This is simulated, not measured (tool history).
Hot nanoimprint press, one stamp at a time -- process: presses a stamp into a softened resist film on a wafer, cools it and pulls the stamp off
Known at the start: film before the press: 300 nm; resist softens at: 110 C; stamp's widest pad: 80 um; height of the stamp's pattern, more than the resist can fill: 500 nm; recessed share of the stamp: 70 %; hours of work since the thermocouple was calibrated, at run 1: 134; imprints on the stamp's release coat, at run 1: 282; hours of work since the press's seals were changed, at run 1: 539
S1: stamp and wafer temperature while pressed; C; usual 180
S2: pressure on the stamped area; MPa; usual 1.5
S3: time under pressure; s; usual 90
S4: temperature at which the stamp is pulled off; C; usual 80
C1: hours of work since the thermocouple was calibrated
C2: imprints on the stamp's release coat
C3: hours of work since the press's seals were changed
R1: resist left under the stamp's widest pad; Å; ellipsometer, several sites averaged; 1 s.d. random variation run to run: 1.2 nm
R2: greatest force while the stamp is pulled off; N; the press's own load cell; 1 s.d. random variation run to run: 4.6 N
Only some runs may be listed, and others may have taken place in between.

run 1 hour=0 | S1=180 S2=1.5 S3=90 S4=80 | C1=134 C2=282 C3=539 | R1=1775 R2=225
run 2 hour=27.3 | S1=180 S2=1.5 S3=90 S4=80 | C1=148 C2=361 C3=553 | R1=1776 R2=236
run 3 hour=40.6 | S1=180 S2=1.5 S3=90 S4=80 | C1=155 C2=399 C3=560 | R1=1773 R2=240
run 4 hour=52.7 | S1=180 S2=1.5 S3=52 S4=80 | C1=161 C2=434 C3=567 | R1=2059 R2=247
run 5 hour=76 | S1=180 S2=2 S3=90 S4=80 | C1=173 C2=502 C3=579 | R1=1562 R2=243
run 6 hour=92.3 | S1=180 S2=1.5 S3=90 S4=88 | C1=181 C2=549 C3=587 | R1=1747 R2=202
run 7 hour=105 | S1=180 S2=1.5 S3=90 S4=88 | C1=188 C2=585 C3=593 | R1=1778 R2=201
run 8 hour=120.5 | S1=187 S2=1.5 S3=90 S4=79 | C1=196 C2=630 C3=601 | R1=1419 R2=257
run 9 hour=138.9 | S1=180 S2=1.5 S3=90 S4=81 | C1=205 C2=683 C3=611 | R1=1760 R2=245
run 10 hour=150.8 | S1=180 S2=1.5 S3=151 S4=80 | C1=212 C2=718 C3=617 | R1=1474 R2=247
run 11 hour=165 | S1=180 S2=1.31 S3=151 S4=80 | C1=219 C2=759 C3=624 | R1=1548 R2=254
-- hour=191.3 press's hydraulic seals changed and the load cell set to zero
run 12 hour=197.6 | S1=180 S2=1.31 S3=151 S4=80 | C1=232 C2=830 C3=3 | R1=1550 R2=247
run 13 hour=223.2 | S1=180 S2=1.08 S3=57 S4=74 | C1=245 C2=904 C3=16 | R1=2220 R2=286
run 14 hour=236.8 | S1=180 S2=1.08 S3=57 S4=74 | C1=252 C2=943 C3=23 | R1=2207 R2=295

How would selected steps in R1 from run to run divide? Give the signed amount a tool lacking its hidden state would still show from settings, what came in and random variation, and the signed amount left for the hidden state, including any gauge scatter that is not in both of the compared results.
Hidden state at play: true temperature over the reading, C; pressure that arrives at the usual setting, %; grip of the stamp's worn release coat, % over a new coat's; drift of the gauge itself on residual_nm, %; drift of the gauge itself on pull_off_n, %.
Run 11 -> 12: press's hydraulic seals changed and the load cell set to zero. R1 +2 Å: hidden state -12, all else +14.
Run 12 -> 13: S2 1.31 -> 1.08, S3 151 -> 57, S4 80 -> 74. R1 +670 Å: hidden state +3, all else +667.

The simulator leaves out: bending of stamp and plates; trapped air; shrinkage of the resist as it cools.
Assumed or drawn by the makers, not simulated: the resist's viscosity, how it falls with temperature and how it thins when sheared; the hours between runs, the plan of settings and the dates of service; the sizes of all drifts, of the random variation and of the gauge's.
